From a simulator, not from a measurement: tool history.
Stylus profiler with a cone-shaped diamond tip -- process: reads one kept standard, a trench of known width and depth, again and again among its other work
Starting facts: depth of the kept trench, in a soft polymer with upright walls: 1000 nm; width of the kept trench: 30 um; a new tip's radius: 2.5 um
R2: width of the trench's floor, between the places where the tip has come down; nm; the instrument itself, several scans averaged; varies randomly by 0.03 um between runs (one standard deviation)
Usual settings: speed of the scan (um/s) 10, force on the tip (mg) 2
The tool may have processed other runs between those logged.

run 1 day=0 | speed_of_the_scan_(um/s)=10 force_on_the_tip_(mg)=2 | depth_of_the_trench_(Å)=10122.9 R2=24950
run 2 day=3.333 | speed_of_the_scan_(um/s)=10 force_on_the_tip_(mg)=2 | depth_of_the_trench_(Å)=10121.1 R2=24810
run 3 day=6.425 | speed_of_the_scan_(um/s)=10 force_on_the_tip_(mg)=2 | depth_of_the_trench_(Å)=10124 R2=24740
run 4 day=8.996 | speed_of_the_scan_(um/s)=10 force_on_the_tip_(mg)=2 | depth_of_the_trench_(Å)=10124.9 R2=24760
run 5 day=10.808 | speed_of_the_scan_(um/s)=10 force_on_the_tip_(mg)=2 | depth_of_the_trench_(Å)=10130.7 R2=24730
run 6 day=14 | speed_of_the_scan_(um/s)=10 force_on_the_tip_(mg)=2 | depth_of_the_trench_(Å)=10131 R2=24610
run 7 day=17.146 | speed_of_the_scan_(um/s)=10 force_on_the_tip_(mg)=2 | depth_of_the_trench_(Å)=10128.5 R2=24610
run 8 day=20.612 | speed_of_the_scan_(um/s)=10 force_on_the_tip_(mg)=3.09 | depth_of_the_trench_(Å)=10171 R2=24520
run 9 day=23.208 | speed_of_the_scan_(um/s)=10 force_on_the_tip_(mg)=2 | depth_of_the_trench_(Å)=10134.9 R2=24440
run 10 day=25.612 | speed_of_the_scan_(um/s)=10 force_on_the_tip_(mg)=1.14 | depth_of_the_trench_(Å)=10097.3 R2=24420
run 11 day=28.267 | speed_of_the_scan_(um/s)=10 force_on_the_tip_(mg)=2.16 | depth_of_the_trench_(Å)=10142 R2=24330
run 12 day=30.462 | speed_of_the_scan_(um/s)=10 force_on_the_tip_(mg)=2.16 | depth_of_the_trench_(Å)=10145.4 R2=24300
run 13 day=33.767 | speed_of_the_scan_(um/s)=10 force_on_the_tip_(mg)=2 | depth_of_the_trench_(Å)=10135.8 R2=24280
run 14 day=36.8 | speed_of_the_scan_(um/s)=10 force_on_the_tip_(mg)=2 | depth_of_the_trench_(Å)=10138.9 R2=24200
run 15 day=40.354 | speed_of_the_scan_(um/s)=10 force_on_the_tip_(mg)=2 | depth_of_the_trench_(Å)=10138.7 R2=24160
run 16 day=43.1 | speed_of_the_scan_(um/s)=36 force_on_the_tip_(mg)=2 | depth_of_the_trench_(Å)=10142 R2=23960
run 17 day=45 | speed_of_the_scan_(um/s)=36 force_on_the_tip_(mg)=2 | depth_of_the_trench_(Å)=10145.8 R2=23990
-- day=48.025 height scale calibrated on a step standard
run 18 day=48.554 | speed_of_the_scan_(um/s)=36 force_on_the_tip_(mg)=2 | depth_of_the_trench_(Å)=10155.5 R2=24010
run 19 day=51.2 | speed_of_the_scan_(um/s)=36 force_on_the_tip_(mg)=2 | depth_of_the_trench_(Å)=10154.2 R2=23870
run 20 day=54.629 | speed_of_the_scan_(um/s)=36 force_on_the_tip_(mg)=4.82 | depth_of_the_trench_(Å)=10256.3 R2=23850
run 21 day=56.654 | speed_of_the_scan_(um/s)=10 force_on_the_tip_(mg)=2 | depth_of_the_trench_(Å)=10158.3 R2=23820
run 22 day=58.304 | speed_of_the_scan_(um/s)=10 force_on_the_tip_(mg)=1.6 | depth_of_the_trench_(Å)=10141.2 R2=23840
-- day=60.354 new tip fitted, height scale calibrated
-- day=61.517 height scale calibrated on a step standard, once more
run 23 day=61.788 | speed_of_the_scan_(um/s)=10 force_on_the_tip_(mg)=2 | depth_of_the_trench_(Å)=10114.2 R2=25790
run 24 day=63.792 | speed_of_the_scan_(um/s)=6 force_on_the_tip_(mg)=4.55 | depth_of_the_trench_(Å)=10211.4 R2=25810
run 25 day=66.779 | speed_of_the_scan_(um/s)=3 force_on_the_tip_(mg)=2.93 | depth_of_the_trench_(Å)=10156.5 R2=25760
run 26 day=68.596 | speed_of_the_scan_(um/s)=8 force_on_the_tip_(mg)=5.11 | depth_of_the_trench_(Å)=10229.7 R2=25650
run 27 day=71.654 | speed_of_the_scan_(um/s)=8 force_on_the_tip_(mg)=5.11 | depth_of_the_trench_(Å)=10227.8 R2=25670
run 28 day=73.275 | speed_of_the_scan_(um/s)=30 force_on_the_tip_(mg)=2.09 | depth_of_the_trench_(Å)=10128.6 R2=25470
run 29 day=76.321 | speed_of_the_scan_(um/s)=10 force_on_the_tip_(mg)=4.42 | depth_of_the_trench_(Å)=10212.6 R2=25480
run 30 day=78.662 | speed_of_the_scan_(um/s)=10 force_on_the_tip_(mg)=4.42 | depth_of_the_trench_(Å)=10213.9 R2=25450
run 31 day=80.862 | speed_of_the_scan_(um/s)=10 force_on_the_tip_(mg)=4.42 | depth_of_the_trench_(Å)=10217 R2=25410
run 32 day=82.838 | speed_of_the_scan_(um/s)=14 force_on_the_tip_(mg)=4.34 | depth_of_the_trench_(Å)=10213.9 R2=25360
run 33 day=84.442 | speed_of_the_scan_(um/s)=25 force_on_the_tip_(mg)=1.23 | depth_of_the_trench_(Å)=10098.7 R2=25260
run 34 day=87.858 | speed_of_the_scan_(um/s)=2 force_on_the_tip_(mg)=2.07 | depth_of_the_trench_(Å)=10138.6 R2=25270
run 35 day=90.567 | speed_of_the_scan_(um/s)=4 force_on_the_tip_(mg)=0.74 | depth_of_the_trench_(Å)=10075.8 R2=25220
run 36 day=94.233 | speed_of_the_scan_(um/s)=26 force_on_the_tip_(mg)=4.74 | depth_of_the_trench_(Å)=10229.6 R2=25100
run 37 day=96.062 | speed_of_the_scan_(um/s)=4 force_on_the_tip_(mg)=2.27 | depth_of_the_trench_(Å)=10146.1 R2=25070
run 38 day=99.179 | speed_of_the_scan_(um/s)=10 force_on_the_tip_(mg)=5.5 | depth_of_the_trench_(Å)=10257.8 R2=24980
run 39 day=102.742 | speed_of_the_scan_(um/s)=10 force_on_the_tip_(mg)=5.5 | depth_of_the_trench_(Å)=10260.1 R2=24960
run 40 day=105.767 | speed_of_the_scan_(um/s)=36 force_on_the_tip_(mg)=4.4 | depth_of_the_trench_(Å)=10230.1 R2=24860
run 41 day=107.725 | speed_of_the_scan_(um/s)=36 force_on_the_tip_(mg)=4.4 | depth_of_the_trench_(Å)=10228.7 R2=24820

Predict the results of run 42:
run 42 day=109.292 | speed_of_the_scan_(um/s)=36 force_on_the_tip_(mg)=4.4 | depth_of_the_trench_(Å)=? R2=?

{"run 42": {"depth of the trench (Å)": 10228.9, "R2": 24760}}
Take away the tool's hidden state, keep the run-to-run variation as it was, and the same run would have given depth of the trench (Å) 10206.6, R2 25930 nm.
